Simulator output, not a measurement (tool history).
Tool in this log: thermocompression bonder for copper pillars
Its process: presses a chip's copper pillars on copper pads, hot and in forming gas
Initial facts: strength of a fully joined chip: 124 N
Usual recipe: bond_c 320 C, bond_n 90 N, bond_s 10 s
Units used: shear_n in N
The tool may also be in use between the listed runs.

| run | hour | bond_c | bond_n | bond_s | shear_n |
|---|---|---|---|---|---|
| 1 | 0 | 320 | 90 | 10 | 67.2 |
| 2 | 28.1 | 320 | 90 | 10 | 67.1 |
| 3 | 81.2 | 320 | 90 | 10 | 65.5 |
| 4 | 126.7 | 320 | 90 | 10 | 64.8 |
|  | 155.2 | forming gas filter changed |
| 5 | 159 | 320 | 90 | 10 | 68.4 |
| 6 | 193.2 | 320 | 90 | 17 | 80.3 |
| 7 | 228.3 | 320 | 90 | 17 | 79.5 |
| 8 | 261.2 | 320 | 90 | 10 | 67.4 |
| 9 | 299.5 | 320 | 90 | 10 | 67.3 |
| 10 | 333.4 | 336 | 90 | 10 | 75.4 |
| 11 | 382.4 | 336 | 90 | 10 | 74 |
|  | 432.5 | forming gas filter changed |
| 12 | 437.8 | 336 | 90 | 10 | 77.9 |
|  | 443.6 | heater calibrated with a thermocouple chip |
| 13 | 481.7 | 336 | 90 | 10 | 76.9 |
| 14 | 532.6 | 308 | 74 | 18 | 61.6 |
| 15 | 585.9 | 340 | 74 | 18 | 79.1 |
| 16 | 645.3 | 349 | 73 | 18 | 81.1 |
| 17 | 704.6 | 308 | 74 | 14 | 54.8 |
|  | 714.8 | forming gas filter changed |
|  | 750.2 | heater calibrated with a thermocouple chip, once more |
| 18 | 764.6 | 313 | 89 | 23 | 80.4 |
| 19 | 816.9 | 349 | 59 | 5 | 43.5 |
| 20 | 863.2 | 349 | 59 | 5 | 43.3 |
| 21 | 919.1 | 310 | 119 | 5 | 61.1 |
| 22 | 976.2 | 340 | 65 | 5 | 42.6 |
|  | 994.8 | forming gas filter changed |
| 23 | 1016.8 | 308 | 77 | 5 | 38.9 |
| 24 | 1061.4 | 308 | 77 | 5 | 38.5 |

Below are 5 alternative next runs, each starting from the tool's condition after run 24. Predict each:
| A | 1097.2 | 299 | 96 | 19 | ? |
| B | 1097.2 | 304 | 117 | 13 | ? |
| C | 1097.2 | 312 | 57 | 6 | ? |
| D | 1097.2 | 308 | 77 | 14 | ? |
| E | 1097.2 | 299 | 74 | 8 | ? |

| run | shear_n |
|---|---|
| A | 71.8 |
| B | 77.7 |
| C | 30.9 |
| D | 57.6 |
| E | 40.5 |
With the hidden condition removed and each run's random variation left untouched, the same runs would have given:
| run | shear_n |
|---|---|
| A | 77 |
| B | 83 |
| C | 33.7 |
| D | 62.2 |
| E | 44.1 |
